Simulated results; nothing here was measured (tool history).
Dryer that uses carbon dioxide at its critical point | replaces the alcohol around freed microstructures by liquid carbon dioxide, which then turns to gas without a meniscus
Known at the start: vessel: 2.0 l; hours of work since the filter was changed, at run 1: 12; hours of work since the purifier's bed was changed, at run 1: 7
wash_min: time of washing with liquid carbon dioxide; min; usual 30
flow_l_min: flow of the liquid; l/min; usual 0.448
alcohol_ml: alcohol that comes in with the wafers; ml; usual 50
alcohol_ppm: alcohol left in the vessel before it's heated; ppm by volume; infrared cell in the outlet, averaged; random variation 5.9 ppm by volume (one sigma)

run	hour	wash_min	flow_l_min	alcohol_ml	hours of work since the filter was changed	hours of work since the purifier's bed was changed	alcohol_ppm
1	0	30	0.448	50	12	7	212
2	12.5	30	0.448	50	18	13	201
3	19.2	30	0.448	50	21	16	208
4	32.7	30	0.448	50	27	22	216
5	46.2	44	0.448	50	33	28	32
6	52.6	44	0.448	82	36	31	34
7	65.3	44	0.448	82	41	36	51
8	74.8	28	0.448	50	46	41	289
9	85.1	28	0.448	50	50	45	297
10	93.8	28	0.448	50	54	49	311
11	102.6	30	0.448	77	58	53	335
12	111.4	39	0.448	88	62	57	99
13	123.8	42	0.448	33	68	62	28
14	133.1	45	0.5	50	72	67	29
15	145.8	30	0.448	34	77	72	151
16	157.1	32	0.358	50	82	77	472
17	170.8	45	0.697	107	89	83	7
18	177.6	21	0.285	78	92	87	5000

Hidden state or all else? Some run-to-run changes of alcohol_ppm, split into what the settings, what came in and random variation would give without the hidden state, and what is left for the hidden state (with any gauge scatter that isn't in both results):
The hidden state here: flow that reaches the vessel past the clogged filter, %; alcohol in the recycled carbon dioxide, ppm; drift of the gauge itself on alcohol_ppm, %.
Run 17 -> 18: wash_min 45 -> 21, flow_l_min 0.697 -> 0.285, alcohol_ml 107 -> 78. alcohol_ppm +4993 ppm by volume: hidden state +261, all else +4732.
